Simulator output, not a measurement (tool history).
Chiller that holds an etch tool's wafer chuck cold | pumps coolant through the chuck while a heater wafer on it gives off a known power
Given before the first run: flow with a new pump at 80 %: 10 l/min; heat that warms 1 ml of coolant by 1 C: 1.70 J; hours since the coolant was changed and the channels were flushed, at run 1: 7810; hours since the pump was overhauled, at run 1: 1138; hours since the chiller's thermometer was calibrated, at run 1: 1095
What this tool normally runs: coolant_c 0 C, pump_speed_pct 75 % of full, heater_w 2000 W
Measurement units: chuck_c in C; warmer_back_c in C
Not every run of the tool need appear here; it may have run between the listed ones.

| run | hour | coolant_c | pump_speed_pct | heater_w | hours since the coolant was changed and the channels were flushed | hours since the pump was overhauled | hours since the chiller's thermometer was calibrated | chuck_c | warmer_back_c |
|---|---|---|---|---|---|---|---|---|---|
| 1 | 0 | 0 | 75 | 2000 | 7810 | 1138 | 1095 | 23.5 | 7.69 |
| 2 | 37.9 | 0 | 75 | 2000 | 7848 | 1175 | 1133 | 23.8 | 7.74 |
| 3 | 69.7 | 0 | 75 | 2000 | 7880 | 1207 | 1165 | 23.6 | 7.74 |
| 4 | 102.9 | 0 | 89 | 2000 | 7913 | 1240 | 1198 | 20.2 | 6.4 |
| 5 | 143.2 | 0 | 89 | 2000 | 7953 | 1281 | 1239 | 20.5 | 6.4 |
| 6 | 170.3 | 0 | 89 | 1312 | 7980 | 1308 | 1266 | 13.3 | 4.18 |
| 7 | 201.4 | 0 | 89 | 1312 | 8011 | 1339 | 1297 | 13.4 | 4.22 |
|  | 204.4 | chiller's thermometer calibrated |
| 8 | 232.4 | -10 | 71 | 1793 | 8041 | 1369 | 28 | 12.5 | 7.35 |
| 9 | 266 | -10 | 71 | 1793 | 8075 | 1403 | 62 | 12.3 | 7.36 |
| 10 | 296.7 | 4 | 75 | 1587 | 8106 | 1433 | 92 | 22.9 | 6.08 |
| 11 | 320.4 | -8 | 68 | 1562 | 8129 | 1457 | 116 | 12.3 | 6.65 |
| 12 | 340.4 | 5 | 74 | 1562 | 8149 | 1477 | 136 | 23.9 | 6.11 |

Here are 3 independent what-if runs from the current tool condition. What would each one return?
| A | 360 | 0 | 87 | 1083 | 8169 | 1497 | 156 | ? | ? |
| B | 360 | 0 | 69 | 1009 | 8169 | 1497 | 156 | ? | ? |
| C | 360 | 5 | 95 | 2857 | 8169 | 1497 | 156 | ? | ? |

| run | chuck_c | warmer_back_c |
|---|---|---|
| A | 11.6 | 3.56 |
| B | 13.1 | 4.29 |
| C | 32.7 | 8.56 |
With the hidden condition removed and each run's random variation left untouched, the same runs would have given:
| run | chuck_c | warmer_back_c |
|---|---|---|
| A | 10.1 | 3.51 |
| B | 11.5 | 4.23 |
| C | 29.5 | 8.43 |
